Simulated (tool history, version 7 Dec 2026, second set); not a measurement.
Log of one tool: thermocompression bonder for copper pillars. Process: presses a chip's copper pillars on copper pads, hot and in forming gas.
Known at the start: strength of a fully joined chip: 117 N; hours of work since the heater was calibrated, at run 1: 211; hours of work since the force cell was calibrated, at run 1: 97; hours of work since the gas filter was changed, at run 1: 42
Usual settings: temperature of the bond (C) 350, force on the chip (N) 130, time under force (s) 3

run   hour  temperature of the bond (C)  force on the chip (N)  time under force (s)  hours of work since the heater was calibrated  hours of work since the force cell was calibrated  hours of work since the gas filter was changed  force that shears a chip off (N)
  1    0.0                          350                    130                     3                                            211                                                 97                                              42                              41.4
  2   13.6                          350                    130                     3                                            219                                                104                                              49                              41.6
  3   30.2                          350                    130                     3                                            228                                                114                                              59                              40.8
  4   45.7                          350                    130                     3                                            237                                                122                                              67                              40.8
  5   60.5                          350                    130                     2                                            245                                                131                                              76                              35.1
  6   72.3                          350                    130                     2                                            252                                                137                                              82                              36.0
  7   84.3                          350                    130                     2                                            259                                                144                                              89                              34.1
  8  103.0                          350                    130                     6                                            269                                                155                                             100                              52.9
  9  120.1                          350                    130                     6                                            279                                                164                                             109                              52.6
 10  137.0                          350                    130                     5                                            288                                                174                                             119                              49.5
 11  148.7                          350                    130                     5                                            295                                                180                                             125                              49.8
 12  156.7                          350                    130                     5                                            300                                                185                                             130                              49.2
 13  170.1                          350                    130                     5                                            307                                                193                                             138                              48.7
 14  184.4                          350                    130                     5                                            315                                                201                                             146                              49.0
 15  199.3                          341                    171                     7                                            324                                                209                                             154                              62.2
 16  207.9                          334                     97                     3                                            328                                                214                                             159                              24.8
 17  220.6                          341                    184                     3                                            336                                                221                                             166                              48.6
 18  239.5                          341                    184                     3                                            346                                                232                                             177                              49.3
     250.2  -- forming gas filter changed
 19  255.5                          353                    108                     7                                            355                                                240                                               3                              50.7
 20  268.5                          343                     89                     3                                            362                                                248                                              10                              26.9
     271.1  -- force cell calibrated
 21  284.3                          343                     89                     3                                            370                                                  7                                              18                              26.9
 22  293.9                          352                    138                     2                                            376                                                 13                                              24                              38.5
     301.8  -- force cell calibrated, once more
 23  309.2                          357                     88                     5                                            383                                                  4                                              32                              39.1
 24  326.2                          357                     88                     5                                            393                                                 14                                              41                              38.9
 25  335.8                          357                     88                     5                                            399                                                 19                                              47                              38.5
 26  352.4                          357                     88                     5                                            408                                                 28                                              56                              37.9
 27  369.4                          357                    182                     4                                            417                                                 38                                              65                              66.1
 28  377.9                          321                    144                     8                                            422                                                 43                                              70                              48.6

Forecast each of these 3 alternatives for the next run:
  A  386.1                          367                    114                     5                                            427                                                 48                                              75                                 ?
  B  386.1                          350                    144                     3                                            427                                                 48                                              75                                 ?
  C  386.1                          331                    127                     6                                            427                                                 48                                              75                                 ?

run  force that shears a chip off (N)
  A                              53.4
  B                              45.4
  C                              43.7
Without the tool's hidden state the same runs would have given:
run  force that shears a chip off (N)
  A                              53.3
  B                              45.1
  C                              43.4
